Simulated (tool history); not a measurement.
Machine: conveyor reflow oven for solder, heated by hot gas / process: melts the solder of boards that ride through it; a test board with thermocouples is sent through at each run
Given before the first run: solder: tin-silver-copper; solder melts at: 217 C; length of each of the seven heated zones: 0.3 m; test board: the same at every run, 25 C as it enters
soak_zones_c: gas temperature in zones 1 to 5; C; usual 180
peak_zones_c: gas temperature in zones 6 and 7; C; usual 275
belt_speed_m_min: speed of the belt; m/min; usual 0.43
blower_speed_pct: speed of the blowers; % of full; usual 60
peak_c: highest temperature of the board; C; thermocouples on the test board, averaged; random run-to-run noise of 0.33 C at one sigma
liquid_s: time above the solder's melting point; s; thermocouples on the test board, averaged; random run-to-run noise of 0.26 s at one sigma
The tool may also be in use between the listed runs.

| run | hour | soak_zones_c | peak_zones_c | belt_speed_m_min | blower_speed_pct | peak_c | liquid_s |
|---|---|---|---|---|---|---|---|
| 1 | 0 | 180 | 275 | 0.43 | 60 | 256.2 | 68.5 |
| 2 | 32.8 | 184 | 275 | 0.43 | 60 | 257.3 | 71.1 |
| 3 | 56.8 | 184 | 275 | 0.43 | 60 | 257.1 | 70.4 |
| 4 | 99.4 | 184 | 275 | 0.43 | 60 | 256.5 | 70.3 |
| 5 | 144.4 | 184 | 275 | 0.43 | 60 | 256.7 | 69.9 |
| 6 | 175.2 | 184 | 275 | 0.43 | 60 | 256.1 | 69.7 |
|  | 192.1 | flux residue cleaned out of gas plates and filters |
| 7 | 225 | 184 | 275 | 0.43 | 60 | 258 | 72 |
| 8 | 259.5 | 184 | 275 | 0.43 | 60 | 259 | 71.9 |
| 9 | 297.2 | 180 | 275 | 0.415 | 60 | 258.1 | 73 |
| 10 | 333.5 | 180 | 275 | 0.415 | 64 | 258.9 | 73.7 |
| 11 | 356.2 | 180 | 275 | 0.43 | 60 | 257 | 69 |
| 12 | 391.2 | 180 | 275 | 0.43 | 71 | 258.6 | 70.6 |
| 13 | 427.9 | 180 | 275 | 0.43 | 71 | 258.8 | 70.7 |
| 14 | 448.4 | 180 | 275 | 0.43 | 71 | 257.9 | 70.7 |
| 15 | 480 | 180 | 268 | 0.373 | 62 | 254.2 | 79.5 |
| 16 | 508.4 | 180 | 268 | 0.373 | 62 | 255 | 79.4 |
| 17 | 549.7 | 180 | 268 | 0.373 | 62 | 254.6 | 79.1 |
| 18 | 591.5 | 192 | 277 | 0.384 | 61 | 263.1 | 88.2 |
| 19 | 624.6 | 192 | 277 | 0.384 | 61 | 263.1 | 88.5 |
|  | 660.2 | flux residue cleaned out of gas plates and filters |
| 20 | 665.7 | 192 | 265 | 0.384 | 61 | 253.5 | 83.1 |
| 21 | 693 | 192 | 265 | 0.384 | 61 | 253.8 | 82.7 |
| 22 | 726.1 | 177 | 273 | 0.444 | 66 | 255.3 | 64.7 |
| 23 | 748.6 | 185 | 275 | 0.361 | 60 | 262 | 91.2 |
|  | 777.4 | thermocouples of zones 6 and 7 changed |
| 24 | 791.5 | 182 | 264 | 0.475 | 76 | 248.8 | 58.7 |
| 25 | 816 | 177 | 288 | 0.485 | 80 | 268.4 | 67.1 |
| 26 | 853.7 | 170 | 275 | 0.43 | 67 | 257.7 | 66 |

4 options for the next run, each taken on its own from the tool as it stands now. Forecast them:
| A | 883.6 | 180 | 275 | 0.422 | 60 | ? | ? |
| B | 883.6 | 185 | 275 | 0.497 | 66 | ? | ? |
| C | 883.6 | 171 | 268 | 0.453 | 67 | ? | ? |
| D | 883.6 | 168 | 275 | 0.353 | 70 | ? | ? |

| run | peak_c | liquid_s |
|---|---|---|
| A | 258.1 | 71.5 |
| B | 254.2 | 59.5 |
| C | 249.5 | 56.9 |
| D | 264.2 | 86.2 |
Without the tool's unlogged condition, the same runs would have read:
| run | peak_c | liquid_s |
|---|---|---|
| A | 258.8 | 70.6 |
| B | 255.1 | 59 |
| C | 250.4 | 56.6 |
| D | 264.9 | 85 |
